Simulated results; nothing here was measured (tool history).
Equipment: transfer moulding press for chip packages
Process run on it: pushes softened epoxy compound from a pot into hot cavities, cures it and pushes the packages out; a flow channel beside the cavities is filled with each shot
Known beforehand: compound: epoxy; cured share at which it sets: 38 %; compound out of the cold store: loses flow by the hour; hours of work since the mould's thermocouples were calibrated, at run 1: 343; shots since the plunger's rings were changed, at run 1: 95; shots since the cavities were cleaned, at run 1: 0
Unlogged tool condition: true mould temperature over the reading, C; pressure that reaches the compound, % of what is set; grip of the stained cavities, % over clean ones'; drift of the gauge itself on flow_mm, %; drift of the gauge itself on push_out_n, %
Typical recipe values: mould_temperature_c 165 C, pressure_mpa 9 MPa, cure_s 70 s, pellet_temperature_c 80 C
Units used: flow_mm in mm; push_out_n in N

run	hour	mould_temperature_c	pressure_mpa	cure_s	pellet_temperature_c	hours of work since the mould's thermocouples were calibrated	shots since the plunger's rings were changed	shots since the cavities were cleaned	incoming compound's hours out of the cold store	flow_mm	push_out_n
1	0	165	9	70	80	343	95	0	41.4	556	563
2	15.2	165	9	70	80	352	325	230	17.1	630	595
3	33.3	165	9	70	80	363	599	504	18.5	623	594
# hour 40.6: cavities cleaned with cleaning compound and waxed
4	45.8	165	9	70	80	370	765	79	22.7	613	573
5	53.4	165	9	70	80	375	880	194	12.7	648	616
6	67.5	165	9	70	80	383	1094	408	23.4	610	578
7	77.2	167	9	70	80	389	1240	554	41.4	547	481
# hour 81.8: cavities cleaned with cleaning compound and waxed
8	96.3	167	9	70	80	400	1506	219	22.8	602	520
9	110.2	165	9	70	80	409	1716	429	8.7	657	612
# hour 122.6: cavities cleaned with cleaning compound and waxed
10	122.6	165	9	70	80	416	1881	0	29.6	587	582
11	137.7	165	9	70	80	425	2109	228	41.6	557	546
12	153.3	165	9	86	80	434	2345	464	10.8	649	467
# hour 163.6: cavities cleaned with cleaning compound and waxed
13	166.9	165	9	86	80	442	2528	49	20.7	618	459
14	174.4	165	9	86	80	447	2642	163	32.7	580	439
15	190.5	165	9	86	80	456	2885	406	12.3	642	455
# hour 203.7: cavities cleaned with cleaning compound and waxed
16	210.2	166	9	70	82	468	3162	99	38.7	559	533
# hour 221.5: plunger's sealing rings changed
17	223.1	159	9.62	60	81	474	24	255	47.1	583	1158
# hour 235: mould's thermocouples calibrated
18	242.6	169	9.62	60	81	5	289	520	44.5	551	527
# hour 248.8: cavities cleaned with cleaning compound and waxed
19	260.1	169	9.62	75	81	15	531	171	42.4	559	447
20	273.8	169	10.33	75	81	23	738	378	38.5	591	459
# hour 288.7: cavities cleaned with cleaning compound and waxed
21	293.4	163	10.33	101	79	34	1013	72	47.9	583	440
22	308.2	167	9.69	79	86	43	1236	295	43.7	565	451
23	326	167	10.22	98	72	54	1504	563	12.6	678	426
# hour 328.6: cavities cleaned with cleaning compound and waxed
24	335.2	165	7.52	102	80	59	1621	100	16.2	577	436
25	342.6	165	7.52	102	80	64	1734	213	17.8	575	447
26	360.8	168	8.16	85	73	75	2009	488	14.6	599	463
# hour 368.8: cavities cleaned with cleaning compound and waxed
27	372.5	165	7.55	70	80	81	2163	55	26.8	548	554
28	383.6	165	9.85	70	80	88	2331	223	32.1	607	551

Here are 4 independent what-if runs from the current tool condition. What would each one return?
A	398.7	165	8.34	85	78	97	2559	451	24.4	?	?
B	398.7	158	9.85	51	83	97	2559	451	46.6	?	?
C	398.7	164	9	62	80	97	2559	451	43.6	?	?
D	398.7	171	9.85	98	85	97	2559	451	23.7	?	?

run	flow_mm	push_out_n
A	584	463
B	594	1606
C	555	748
D	615	429
Had the tool no hidden state, the same runs would have come out as:
run	flow_mm	push_out_n
A	585	459
B	595	1591
C	555	741
D	615	425

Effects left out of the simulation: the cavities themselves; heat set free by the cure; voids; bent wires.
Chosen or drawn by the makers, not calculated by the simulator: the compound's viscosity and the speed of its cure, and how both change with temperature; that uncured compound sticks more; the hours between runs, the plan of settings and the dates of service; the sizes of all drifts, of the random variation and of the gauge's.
